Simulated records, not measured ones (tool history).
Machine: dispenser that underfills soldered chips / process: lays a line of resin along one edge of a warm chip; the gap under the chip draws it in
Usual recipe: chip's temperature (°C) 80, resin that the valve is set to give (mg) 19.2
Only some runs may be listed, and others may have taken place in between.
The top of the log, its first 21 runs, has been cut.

run,hour,chip's temperature (°C),resin that the valve is set to give (mg),time until the resin shows at the far edge (s),resin that the valve gave (mg)
22,73.4,73,24.4,236.5,22.08
23,77.0,67,19.5,353.7,17.72
24,79.4,80,20.4,234.0,18.28
# hour 83.1: new syringe of resin
25,83.1,80,24.7,148.7,22.12
26,86.6,92,24.6,112.5,22.08
27,89.0,86,17.1,164.9,15.34
28,93.3,71,20.0,332.2,17.76
29,96.1,77,18.8,297.3,16.81
# hour 97.1: new syringe of resin
30,99.5,77,18.8,192.3,16.71
31,101.4,94,19.5,111.9,17.31
32,104.1,94,19.5,124.2,17.37
# hour 107.1: dispensing valve cleaned and set on the balance
33,108.3,94,19.5,140.8,19.39

Alternative continuations, all from the tool just after run 33; predict every row:
A,111.7,89,16.9,?,?
B,111.7,94,17.0,?,?
C,111.7,78,22.5,?,?
D,111.7,72,19.5,?,?

run,time until the resin shows at the far edge (s),resin that the valve gave (mg)
A,197.1,17.01
B,168.0,16.94
C,281.8,22.45
D,362.1,19.38
Without the tool's hidden state the same runs would have given:
run,time until the resin shows at the far edge (s),resin that the valve gave (mg)
A,112.5,17.05
B,95.7,16.99
C,161.0,22.51
D,207.2,19.43
